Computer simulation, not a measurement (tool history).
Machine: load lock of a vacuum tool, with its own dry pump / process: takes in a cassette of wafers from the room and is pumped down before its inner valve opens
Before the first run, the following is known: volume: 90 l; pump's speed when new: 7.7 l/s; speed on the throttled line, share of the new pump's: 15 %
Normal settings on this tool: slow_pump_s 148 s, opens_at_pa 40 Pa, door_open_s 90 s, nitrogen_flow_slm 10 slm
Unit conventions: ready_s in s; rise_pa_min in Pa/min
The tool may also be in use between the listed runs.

run,hour,slow_pump_s,opens_at_pa,door_open_s,nitrogen_flow_slm,"incoming humidity of the room's air, %",ready_s,rise_pa_min
1,0,148,40,90,10,47,235.7,0.168
2,365.3,148,40,90,20,42,235.3,0.165
3,636.5,148,40,90,20,43.7,235.8,0.179
4,934.1,148,40,90,20,46.3,236.2,0.181
5,1111.8,148,40,90,20,44.8,235.8,0.192
6,1307.3,148,40,90,20,47.7,238.2,0.198
7,1705.3,148,40,90,20,42,237.1,0.207
# hour 2009: dry pump taken out, an overhauled one fitted
8,2054.2,148,40,90,20,44.9,219.6,0.226
9,2323.8,148,40,90,20,49,221.2,0.235
10,2525,148,40,90,20,45.7,222.8,0.244
11,2761.7,148,40,90,20,45.7,218.6,0.25
12,3190.2,148,40,90,11,43.7,218.5,0.273
13,3577.9,119,58,170,13,42.3,190.7,0.293
14,3855.1,119,58,170,13,46.2,189.7,0.301
15,4135.6,119,58,170,13,46.5,192.8,0.318
16,4501.3,119,58,170,13,45.2,191.4,0.335
17,4686.4,119,67,170,13,46.9,190.1,0.342
18,5120.3,259,67,170,13,46.5,307.5,0.36
19,5546.7,259,67,170,13,44,308.1,0.371
20,5829.3,259,67,170,5,46.5,311.9,0.4
21,6139.9,148,29,90,5,46.1,224.4,0.397
22,6369.9,207,56,174,10,46,269.4,0.429
23,6804.2,153,50,52,20,43,221,0.417
24,7225.7,153,50,52,20,45.6,224.3,0.443

Here are 5 independent what-if runs from the current tool condition. What would each one return?
# hour 7597.9: door's seal changed, seat wiped
A,7597.9,138,50,52,20,45.1,?,?
# hour 7597.9: door's seal changed, seat wiped
B,7597.9,78,51,52,37,42.3,?,?
# hour 7597.9: door's seal changed, seat wiped
C,7597.9,153,50,69,35,45.8,?,?
# hour 7597.9: door's seal changed, seat wiped
D,7597.9,190,50,34,9,46.3,?,?
# hour 7597.9: door's seal changed, seat wiped
E,7597.9,153,50,52,14,45.6,?,?

run,ready_s,rise_pa_min
A,212,0.026
B,162.2,0.015
C,226.5,0.022
D,256.7,0.024
E,222.1,0.025
With no hidden state in the tool, these same runs would have given:
run,ready_s,rise_pa_min
A,207.5,0.026
B,157.2,0.015
C,222.1,0.021
D,252.7,0.023
E,217.8,0.024
